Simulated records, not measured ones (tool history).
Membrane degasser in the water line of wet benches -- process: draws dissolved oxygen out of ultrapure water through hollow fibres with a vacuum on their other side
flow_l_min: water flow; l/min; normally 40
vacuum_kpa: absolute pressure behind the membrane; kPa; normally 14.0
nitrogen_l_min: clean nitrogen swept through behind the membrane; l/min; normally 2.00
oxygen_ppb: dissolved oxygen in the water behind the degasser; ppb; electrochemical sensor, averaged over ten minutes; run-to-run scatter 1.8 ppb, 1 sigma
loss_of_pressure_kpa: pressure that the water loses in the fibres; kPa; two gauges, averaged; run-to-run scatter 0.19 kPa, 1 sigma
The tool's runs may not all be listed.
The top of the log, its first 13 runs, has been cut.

run 14 hour=1438.0 | flow_l_min=40 vacuum_kpa=29.2 nitrogen_l_min=2.00 | oxygen_ppb=1025.2 loss_of_pressure_kpa=39.50
run 15 hour=1527.2 | flow_l_min=40 vacuum_kpa=29.2 nitrogen_l_min=2.00 | oxygen_ppb=1038.9 loss_of_pressure_kpa=39.33
run 16 hour=1662.8 | flow_l_min=40 vacuum_kpa=29.2 nitrogen_l_min=2.00 | oxygen_ppb=1027.5 loss_of_pressure_kpa=39.82
run 17 hour=1764.1 | flow_l_min=59 vacuum_kpa=15.2 nitrogen_l_min=2.00 | oxygen_ppb=722.3 loss_of_pressure_kpa=58.45
run 18 hour=1889.9 | flow_l_min=57 vacuum_kpa=27.4 nitrogen_l_min=4.76 | oxygen_ppb=652.5 loss_of_pressure_kpa=56.67
run 19 hour=1982.4 | flow_l_min=26 vacuum_kpa=10.4 nitrogen_l_min=4.76 | oxygen_ppb=94.4 loss_of_pressure_kpa=25.50
run 20 hour=2048.7 | flow_l_min=49 vacuum_kpa=18.8 nitrogen_l_min=0.90 | oxygen_ppb=1393.4 loss_of_pressure_kpa=49.03
run 21 hour=2112.0 | flow_l_min=60 vacuum_kpa=14.0 nitrogen_l_min=1.82 | oxygen_ppb=713.1 loss_of_pressure_kpa=60.10
run 22 hour=2175.1 | flow_l_min=40 vacuum_kpa=13.0 nitrogen_l_min=1.24 | oxygen_ppb=623.8 loss_of_pressure_kpa=40.14
run 23 hour=2283.5 | flow_l_min=40 vacuum_kpa=13.0 nitrogen_l_min=1.24 | oxygen_ppb=618.6 loss_of_pressure_kpa=39.92
run 24 hour=2410.3 | flow_l_min=26 vacuum_kpa=14.0 nitrogen_l_min=2.00 | oxygen_ppb=316.2 loss_of_pressure_kpa=26.52
run 25 hour=2543.5 | flow_l_min=36 vacuum_kpa=14.0 nitrogen_l_min=2.00 | oxygen_ppb=419.2 loss_of_pressure_kpa=36.10
run 26 hour=2614.3 | flow_l_min=28 vacuum_kpa=14.0 nitrogen_l_min=0.95 | oxygen_ppb=630.6 loss_of_pressure_kpa=28.02
run 27 hour=2713.0 | flow_l_min=28 vacuum_kpa=14.0 nitrogen_l_min=0.95 | oxygen_ppb=627.4 loss_of_pressure_kpa=28.39
run 28 hour=2794.1 | flow_l_min=62 vacuum_kpa=9.6 nitrogen_l_min=1.04 | oxygen_ppb=691.3 loss_of_pressure_kpa=62.65
run 29 hour=2861.8 | flow_l_min=35 vacuum_kpa=9.0 nitrogen_l_min=5.37 | oxygen_ppb=91.2 loss_of_pressure_kpa=35.39
run 30 hour=2975.0 | flow_l_min=35 vacuum_kpa=9.0 nitrogen_l_min=5.37 | oxygen_ppb=91.9 loss_of_pressure_kpa=35.87
run 31 hour=3063.2 | flow_l_min=33 vacuum_kpa=14.0 nitrogen_l_min=0.94 | oxygen_ppb=721.2 loss_of_pressure_kpa=33.63
run 32 hour=3165.0 | flow_l_min=40 vacuum_kpa=32.7 nitrogen_l_min=3.88 | oxygen_ppb=663.8 loss_of_pressure_kpa=40.92

Forecast each of these 4 alternatives for the next run:
run A hour=3227.7 | flow_l_min=42 vacuum_kpa=14.0 nitrogen_l_min=2.00 | oxygen_ppb=? loss_of_pressure_kpa=?
run B hour=3227.7 | flow_l_min=40 vacuum_kpa=27.1 nitrogen_l_min=3.88 | oxygen_ppb=? loss_of_pressure_kpa=?
run C hour=3227.7 | flow_l_min=35 vacuum_kpa=25.6 nitrogen_l_min=3.88 | oxygen_ppb=? loss_of_pressure_kpa=?
run D hour=3227.7 | flow_l_min=35 vacuum_kpa=14.0 nitrogen_l_min=2.00 | oxygen_ppb=? loss_of_pressure_kpa=?

run=A oxygen_ppb=484.2 loss_of_pressure_kpa=42.80
run=B oxygen_ppb=549.7 loss_of_pressure_kpa=40.70
run=C oxygen_ppb=457.2 loss_of_pressure_kpa=35.75
run=D oxygen_ppb=404.8 loss_of_pressure_kpa=35.81
With the hidden condition removed and each run's random variation left untouched, the same runs would have given:
run=A oxygen_ppb=484.2 loss_of_pressure_kpa=40.97
run=B oxygen_ppb=549.7 loss_of_pressure_kpa=38.95
run=C oxygen_ppb=457.1 loss_of_pressure_kpa=34.22
run=D oxygen_ppb=404.8 loss_of_pressure_kpa=34.28
